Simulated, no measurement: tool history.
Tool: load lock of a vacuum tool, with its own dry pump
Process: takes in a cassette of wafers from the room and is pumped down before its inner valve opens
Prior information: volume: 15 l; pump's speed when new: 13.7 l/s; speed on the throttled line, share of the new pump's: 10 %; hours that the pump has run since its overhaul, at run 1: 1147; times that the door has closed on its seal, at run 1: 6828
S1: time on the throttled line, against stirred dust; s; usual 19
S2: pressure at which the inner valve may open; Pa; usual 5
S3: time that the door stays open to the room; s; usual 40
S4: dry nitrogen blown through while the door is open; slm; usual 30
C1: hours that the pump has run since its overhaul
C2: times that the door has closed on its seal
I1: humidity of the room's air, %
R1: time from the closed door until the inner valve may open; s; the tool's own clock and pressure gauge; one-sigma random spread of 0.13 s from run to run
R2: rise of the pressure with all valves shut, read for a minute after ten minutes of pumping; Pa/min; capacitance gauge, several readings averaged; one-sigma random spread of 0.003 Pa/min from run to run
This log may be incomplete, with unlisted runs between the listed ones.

run	day	S1	S2	S3	S4	C1	C2	I1	R1	R2
1	0	19	5	40	30	1147	6828	44.9	28.1	0.051
2	2.208	19	5	40	30	1200	7023	42.6	27.8	0.046
3	4.096	16	5	40	30	1245	7189	49.3	25.5	0.052
4	6.562	19	5	40	45	1304	7407	43.1	28	0.042
5	9.821	19	5	81	30	1383	7694	50.4	28.2	0.061
6	12.088	19	5	40	30	1437	7893	45.2	28	0.054
7	14.712	19	5	40	30	1500	8125	48.5	28.2	0.053
8	16.892	20	5	40	30	1552	8317	45.2	29	0.052
9	20.779	19	5	40	30	1646	8659	44.6	27.9	0.048
10	22.9	19	5	40	30	1697	8846	44.2	28.3	0.052
11	25.033	28	5	40	30	1748	9034	44.5	36.1	0.054
12	28.642	28	5	40	30	1834	9352	41.7	36.7	0.047
13	31.675	28	5	40	30	1907	9620	44.9	36.2	0.059
14	34.558	28	5	40	30	1976	9874	40.4	36.5	0.053
15	38.05	28	5	40	30	2060	10181	47.4	36.3	0.056
16	41.654	28	5	40	30	2147	10499	47.6	36.5	0.059
17	43.817	15	8	79	11	2199	10690	45.6	24	0.087
18	45.742	19	5	40	12	2245	10859	46.3	28.1	0.079
19	49.017	17	9	40	30	2323	11148	45.6	25.7	0.065
20	52.454	19	4	228	30	2406	11451	45.1	28.5	0.08
21	54.917	37	4	99	23	2465	11668	44.6	44.9	0.08
22	58.896	38	5	218	18	2560	12018	42.7	45.2	0.093
23	61.683	38	5	218	18	2627	12264	46.8	45.4	0.1

Run 24, settings as shown, results not yet in. Your forecast:
24	65.708	38	5	218	18	2724	12619	42.5	?	?

{"run 24": {"R1": 45.3, "R2": 0.096}}
With the hidden condition absent and the run-to-run variation left alone, this run would have shown R1 45.2 s, R2 0.056 Pa/min.
